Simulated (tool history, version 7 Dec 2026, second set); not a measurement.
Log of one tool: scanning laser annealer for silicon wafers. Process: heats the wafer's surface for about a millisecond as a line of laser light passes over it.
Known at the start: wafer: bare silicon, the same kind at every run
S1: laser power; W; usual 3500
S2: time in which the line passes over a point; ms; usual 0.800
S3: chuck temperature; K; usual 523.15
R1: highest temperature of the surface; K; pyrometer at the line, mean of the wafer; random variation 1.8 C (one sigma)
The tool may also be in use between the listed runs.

run 1 hour=0.0 | S1=3500 S2=0.800 S3=523.15 | R1=1232.15
run 2 hour=33.4 | S1=3500 S2=0.800 S3=523.15 | R1=1234.15
run 3 hour=63.1 | S1=3500 S2=0.800 S3=523.15 | R1=1233.15
run 4 hour=90.0 | S1=3500 S2=0.800 S3=523.15 | R1=1233.15
run 5 hour=121.1 | S1=3500 S2=0.800 S3=535.15 | R1=1244.15
run 6 hour=150.2 | S1=3500 S2=0.800 S3=535.15 | R1=1244.15
run 7 hour=170.7 | S1=3574 S2=0.800 S3=535.15 | R1=1261.15
run 8 hour=200.3 | S1=3500 S2=0.800 S3=523.15 | R1=1228.15
run 9 hour=218.6 | S1=3500 S2=0.800 S3=523.15 | R1=1228.15
run 10 hour=256.4 | S1=3500 S2=0.800 S3=563.15 | R1=1267.15
run 11 hour=284.1 | S1=3500 S2=0.800 S3=549.15 | R1=1251.15
run 12 hour=304.1 | S1=3500 S2=0.800 S3=519.15 | R1=1221.15
run 13 hour=325.1 | S1=3500 S2=0.800 S3=519.15 | R1=1220.15
run 14 hour=357.4 | S1=3500 S2=0.681 S3=523.15 | R1=1164.15
run 15 hour=390.2 | S1=3500 S2=0.681 S3=523.15 | R1=1165.15
run 16 hour=411.1 | S1=3500 S2=0.800 S3=529.15 | R1=1231.15
run 17 hour=449.9 | S1=3500 S2=0.800 S3=529.15 | R1=1230.15
run 18 hour=471.8 | S1=3148 S2=0.800 S3=523.15 | R1=1135.15
run 19 hour=488.7 | S1=3148 S2=0.800 S3=523.15 | R1=1134.15
run 20 hour=507.0 | S1=3500 S2=0.800 S3=523.15 | R1=1220.15
run 21 hour=536.0 | S1=3500 S2=0.800 S3=523.15 | R1=1219.15
run 22 hour=572.9 | S1=3500 S2=0.800 S3=523.15 | R1=1218.15
run 23 hour=598.0 | S1=3484 S2=0.800 S3=523.15 | R1=1213.15
run 24 hour=618.0 | S1=3516 S2=0.953 S3=530.15 | R1=1300.15
-- hour=626.1 optics aligned, line set to its width
run 25 hour=653.3 | S1=3608 S2=0.619 S3=523.15 | R1=1145.15
run 26 hour=690.7 | S1=3158 S2=0.601 S3=549.15 | R1=1069.15
run 27 hour=721.5 | S1=3402 S2=0.993 S3=543.15 | R1=1299.15
run 28 hour=748.0 | S1=3402 S2=0.993 S3=543.15 | R1=1292.15
-- hour=762.0 optics aligned, line set to its width, once more
run 29 hour=784.5 | S1=3402 S2=0.993 S3=543.15 | R1=1303.15
run 30 hour=816.0 | S1=3557 S2=0.884 S3=528.15 | R1=1283.15

Run 31 comes next. What will it give?
run 31 hour=854.0 | S1=3196 S2=0.800 S3=546.15 | R1=?

R1: 1172.15 K
Without the tool's hidden state the same run would have given R1 1194.15 K.

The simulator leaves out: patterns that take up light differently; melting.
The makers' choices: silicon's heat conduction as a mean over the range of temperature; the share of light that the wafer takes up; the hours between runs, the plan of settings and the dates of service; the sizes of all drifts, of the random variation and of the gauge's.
